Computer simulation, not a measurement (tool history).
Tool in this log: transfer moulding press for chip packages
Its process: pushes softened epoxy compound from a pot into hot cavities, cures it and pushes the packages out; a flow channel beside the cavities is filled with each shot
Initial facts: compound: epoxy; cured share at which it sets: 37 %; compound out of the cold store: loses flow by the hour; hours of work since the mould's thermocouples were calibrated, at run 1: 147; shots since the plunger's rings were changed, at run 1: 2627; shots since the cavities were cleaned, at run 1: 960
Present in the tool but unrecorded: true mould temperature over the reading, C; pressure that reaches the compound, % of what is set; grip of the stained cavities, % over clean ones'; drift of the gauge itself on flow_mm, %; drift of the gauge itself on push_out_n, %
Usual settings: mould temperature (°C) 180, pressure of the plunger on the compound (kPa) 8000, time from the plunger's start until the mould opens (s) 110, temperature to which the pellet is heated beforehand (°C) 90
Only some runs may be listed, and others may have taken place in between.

run,day,mould temperature (°C),pressure of the plunger on the compound (kPa),time from the plunger's start until the mould opens (s),temperature to which the pellet is heated beforehand (°C),hours of work since the mould's thermocouples were calibrated,shots since the plunger's rings were changed,shots since the cavities were cleaned,incoming compound's hours out of the cold store,length that the compound runs in the flow channel (mm),greatest force on the pins that push the packages out (N)
1,0,180,8000,110,90,147,2627,960,47.9,618,264
# day 0.325: cavities cleaned with cleaning compound and waxed
2,0.462,180,8000,110,90,151,2694,23,19.8,710,264
3,0.908,180,8000,110,90,156,2768,97,9.4,754,298
4,1.242,180,8000,110,90,159,2823,152,8.3,758,293
5,1.625,180,8000,110,90,163,2888,217,35.7,661,273
6,1.996,180,8000,110,82,167,2950,279,9.1,758,284
7,2.279,180,8000,110,90,170,2997,326,40.9,639,276
8,2.604,180,8000,110,90,173,3051,380,34.3,659,275
9,2.988,180,6420,110,90,177,3115,444,10.7,671,286
10,3.462,180,6420,110,90,182,3194,523,23.3,631,282
11,3.779,180,6420,110,90,185,3247,576,26.3,619,260
12,4.071,180,8000,110,90,188,3296,625,44.7,629,275
13,4.371,180,8000,110,90,191,3345,674,15.5,726,284
14,4.675,180,8000,110,90,194,3396,725,42.1,635,283
15,5.033,181,8000,110,90,197,3456,785,29.5,672,271
16,5.492,173,9640,110,80,202,3532,861,18.3,806,449
17,5.917,173,9640,110,80,206,3603,932,12.1,831,480
18,6.121,186,8000,114,84,208,3637,966,16.1,718,237
# day 6.412: cavities cleaned with cleaning compound and waxed
19,6.467,186,8740,134,84,211,3685,10,25.5,714,229
20,6.917,180,9700,98,91,216,3760,85,20.3,787,341
21,7.204,186,9700,98,91,219,3808,133,31.4,727,253
22,7.575,184,9700,102,91,223,3869,194,16,791,266
23,8.004,182,9700,102,87,227,3941,266,10.6,816,298
24,8.488,176,9950,102,87,232,4022,347,20.1,801,412
25,8.796,176,9950,102,87,235,4073,398,11.2,842,422
26,9.217,176,9950,102,87,239,4143,468,15.2,826,434
27,9.671,176,9950,102,87,244,4219,544,14.9,831,410
28,10.033,176,9950,133,90,247,4279,604,12.6,834,283

Below are 4 alternative next runs, each starting from the tool's condition after run 28. Predict each:
A,10.396,176,8500,96,90,251,4340,665,42.2,?,?
B,10.396,175,9510,110,89,251,4340,665,19.2,?,?
C,10.396,180,8430,108,89,251,4340,665,36.1,?,?
D,10.396,174,6840,114,90,251,4340,665,47.7,?,?

run,length that the compound runs in the flow channel (mm),greatest force on the pins that push the packages out (N)
A,664,418
B,793,366
C,675,295
D,584,346
What these runs would have given with no unlogged condition in the tool:
run,length that the compound runs in the flow channel (mm),greatest force on the pins that push the packages out (N)
A,665,413
B,794,362
C,675,292
D,584,342

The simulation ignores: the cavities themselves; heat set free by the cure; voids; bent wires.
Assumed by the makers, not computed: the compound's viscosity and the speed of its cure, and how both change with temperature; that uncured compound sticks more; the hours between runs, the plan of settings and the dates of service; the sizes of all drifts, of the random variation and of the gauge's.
